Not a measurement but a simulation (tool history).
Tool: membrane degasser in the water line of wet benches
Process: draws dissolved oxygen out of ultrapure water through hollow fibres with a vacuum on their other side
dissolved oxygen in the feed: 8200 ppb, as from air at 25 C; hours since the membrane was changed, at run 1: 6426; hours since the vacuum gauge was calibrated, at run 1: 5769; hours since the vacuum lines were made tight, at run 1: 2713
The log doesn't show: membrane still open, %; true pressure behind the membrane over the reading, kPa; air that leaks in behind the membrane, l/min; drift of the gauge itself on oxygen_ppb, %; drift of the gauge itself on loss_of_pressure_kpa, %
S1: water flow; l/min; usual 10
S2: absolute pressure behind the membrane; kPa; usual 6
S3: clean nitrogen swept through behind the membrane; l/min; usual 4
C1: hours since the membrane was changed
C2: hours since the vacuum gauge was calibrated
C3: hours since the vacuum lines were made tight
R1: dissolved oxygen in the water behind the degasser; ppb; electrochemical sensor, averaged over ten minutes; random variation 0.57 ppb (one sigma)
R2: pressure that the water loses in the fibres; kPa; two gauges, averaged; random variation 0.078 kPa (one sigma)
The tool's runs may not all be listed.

run 1 hour=0 | S1=10 S2=6 S3=4 | C1=6426 C2=5769 C3=2713 | R1=56.7 R2=28.02
run 2 hour=148.3 | S1=10 S2=6 S3=4 | C1=6574 C2=5917 C3=2861 | R1=57.1 R2=28.09
run 3 hour=380 | S1=10 S2=6 S3=4 | C1=6806 C2=6149 C3=3093 | R1=56.7 R2=28.1
run 4 hour=616.6 | S1=10 S2=6 S3=4 | C1=7043 C2=6386 C3=3330 | R1=57.7 R2=28.03
run 5 hour=829.3 | S1=10 S2=6 S3=4 | C1=7255 C2=6598 C3=3542 | R1=58.6 R2=28.26
run 6 hour=958 | S1=10 S2=6 S3=4 | C1=7384 C2=6727 C3=3671 | R1=58.4 R2=28.02
run 7 hour=1108.6 | S1=10 S2=6 S3=4 | C1=7535 C2=6878 C3=3822 | R1=58.3 R2=28.12
run 8 hour=1253.5 | S1=10 S2=6 S3=4 | C1=7680 C2=7023 C3=3967 | R1=56.9 R2=28.23
run 9 hour=1399.8 | S1=10 S2=6 S3=4 | C1=7826 C2=7169 C3=4113 | R1=59.5 R2=28.26
run 10 hour=1578.6 | S1=10 S2=6 S3=5.79 | C1=8005 C2=7348 C3=4292 | R1=52.3 R2=28.18
run 11 hour=1715.8 | S1=10 S2=6 S3=5.79 | C1=8142 C2=7485 C3=4429 | R1=52.5 R2=28.33
-- hour=1768.2 vacuum gauge calibrated
run 12 hour=1972 | S1=10 S2=6 S3=4 | C1=8398 C2=204 C3=4685 | R1=59.4 R2=28.25
run 13 hour=2079.9 | S1=11 S2=6 S3=4 | C1=8505 C2=312 C3=4792 | R1=73.6 R2=31.14
run 14 hour=2244.3 | S1=11 S2=6 S3=4 | C1=8670 C2=476 C3=4957 | R1=73.4 R2=31.09
run 15 hour=2389.2 | S1=16 S2=6 S3=4 | C1=8815 C2=621 C3=5102 | R1=160.2 R2=45.26
run 16 hour=2518.2 | S1=10 S2=6 S3=1.68 | C1=8944 C2=750 C3=5231 | R1=90.4 R2=28.17
run 17 hour=2651.4 | S1=10 S2=6 S3=1.68 | C1=9077 C2=883 C3=5364 | R1=90 R2=28.3
-- hour=2748.8 vacuum gauge calibrated, once more
run 18 hour=2899 | S1=10 S2=4.09 S3=3.01 | C1=9324 C2=150 C3=5611 | R1=46.5 R2=28.38
run 19 hour=3136.3 | S1=7 S2=6.7 S3=11.26 | C1=9561 C2=388 C3=5848 | R1=19.1 R2=19.85
run 20 hour=3297.4 | S1=13 S2=6.39 S3=2.33 | C1=9722 C2=549 C3=6009 | R1=121.7 R2=36.91
-- hour=3317.3 seals of the vacuum lines changed
run 21 hour=3441.8 | S1=13 S2=6.39 S3=2.33 | C1=9865 C2=691 C3=124 | R1=121.9 R2=36.9
run 22 hour=3573 | S1=10 S2=3.8 S3=9.92 | C1=9996 C2=822 C3=256 | R1=41.1 R2=28.32
run 23 hour=3829.5 | S1=10 S2=10.32 S3=3.64 | C1=10253 C2=1079 C3=512 | R1=89.2 R2=28.51
run 24 hour=3959.3 | S1=10 S2=9.5 S3=4 | C1=10382 C2=1209 C3=642 | R1=78.5 R2=28.43
run 25 hour=4112.3 | S1=14 S2=7.14 S3=7.01 | C1=10535 C2=1362 C3=795 | R1=116.7 R2=39.98
run 26 hour=4293.4 | S1=13 S2=6 S3=2.99 | C1=10716 C2=1543 C3=976 | R1=113.1 R2=36.92
run 27 hour=4443.9 | S1=13 S2=6 S3=2.99 | C1=10867 C2=1693 C3=1127 | R1=112.2 R2=37.17
run 28 hour=4641 | S1=16 S2=6.1 S3=2.03 | C1=11064 C2=1890 C3=1324 | R1=187.4 R2=45.88
run 29 hour=4776.5 | S1=16 S2=6.1 S3=2.03 | C1=11200 C2=2026 C3=1459 | R1=185 R2=45.92
run 30 hour=5040.6 | S1=16 S2=6.1 S3=2.03 | C1=11464 C2=2290 C3=1723 | R1=189.3 R2=45.84
run 31 hour=5249.4 | S1=16 S2=6.1 S3=2.03 | C1=11672 C2=2499 C3=1932 | R1=192.3 R2=45.91
run 32 hour=5494.6 | S1=11 S2=13.2 S3=4.14 | C1=11918 C2=2744 C3=2177 | R1=120 R2=31.62

Hidden state or all else? Some run-to-run changes of R1, split into what the settings, what came in and random variation would give without the hidden state, and what is left for the hidden state (with any gauge scatter that isn't in both results):
Run 14 -> 15: S1 11 -> 16. R1 +86.8 ppb: hidden state +12.2, all else +74.6.
Run 19 -> 20: S1 7 -> 13, S2 6.7 -> 6.39, S3 11.26 -> 2.33. R1 +102.6 ppb: hidden state +12.3, all else +90.3.
Run 21 -> 22: S1 13 -> 10, S2 6.39 -> 3.8, S3 2.33 -> 9.92. R1 -80.8 ppb: hidden state -6.7, all else -74.1.
Run 31 -> 32: S1 16 -> 11, S2 6.1 -> 13.2, S3 2.03 -> 4.14. R1 -72.3 ppb: hidden state -14.6, all else -57.7.
